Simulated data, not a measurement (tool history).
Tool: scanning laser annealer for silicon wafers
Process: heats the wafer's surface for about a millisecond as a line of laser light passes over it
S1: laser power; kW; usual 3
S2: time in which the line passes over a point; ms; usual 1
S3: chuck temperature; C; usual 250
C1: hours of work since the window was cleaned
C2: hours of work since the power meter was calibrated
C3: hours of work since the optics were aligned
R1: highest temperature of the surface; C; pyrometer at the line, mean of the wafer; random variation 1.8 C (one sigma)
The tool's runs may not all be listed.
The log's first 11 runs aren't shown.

run	hour	S1	S2	S3	C1	C2	C3	R1
12	79.8	3	1	250	445	68	752	980
13	89.6	3	0.71	250	449	73	757	847
14	101.3	3	1	254	455	79	762	983
15	106.1	3	1	254	457	81	765	979
16	115.9	3	1	250	462	86	770	980
17	123.5	3	0.99	250	466	89	773	974
18	131	3	0.99	250	470	93	777	973
19	138	2.708	1.02	266	473	96	780	911
20	144	2.708	1.02	240	476	99	783	882
21	152.8	3.22	1.09	215	480	104	787	1056
22	159.2	3.22	1.09	215	483	107	791	1060
23	169.9	3.162	1	243	488	112	796	1024
24	181.4	3.021	1	277	494	118	801	1011
25	193.1	3.021	1	277	500	123	807	1010
26	199.6	3.187	1	252	503	126	810	1043
27	209.2	2.557	1	284	508	131	815	872
28	220.3	2.557	1	284	513	137	820	870
29	231.4	3.06	1.08	227	518	142	826	1008
30	243.2	2.711	0.76	227	524	148	831	769
31	250.7	2.711	0.76	227	528	151	835	767
32	256.8	2.711	0.76	227	531	154	838	772
33	261.8	3.12	1.06	287	533	157	841	1081

3 ways to go on from here, each from the tool as it stands after run 33. What would each give?
A	272.1	2.738	1.06	273	538	162	846	?
B	272.1	2.823	1.03	262	538	162	846	?
C	272.1	2.955	0.72	260	538	162	846	?

run	R1
A	940
B	948
C	847
Without the tool's hidden state the same runs would have given:
run	R1
A	941
B	949
C	848
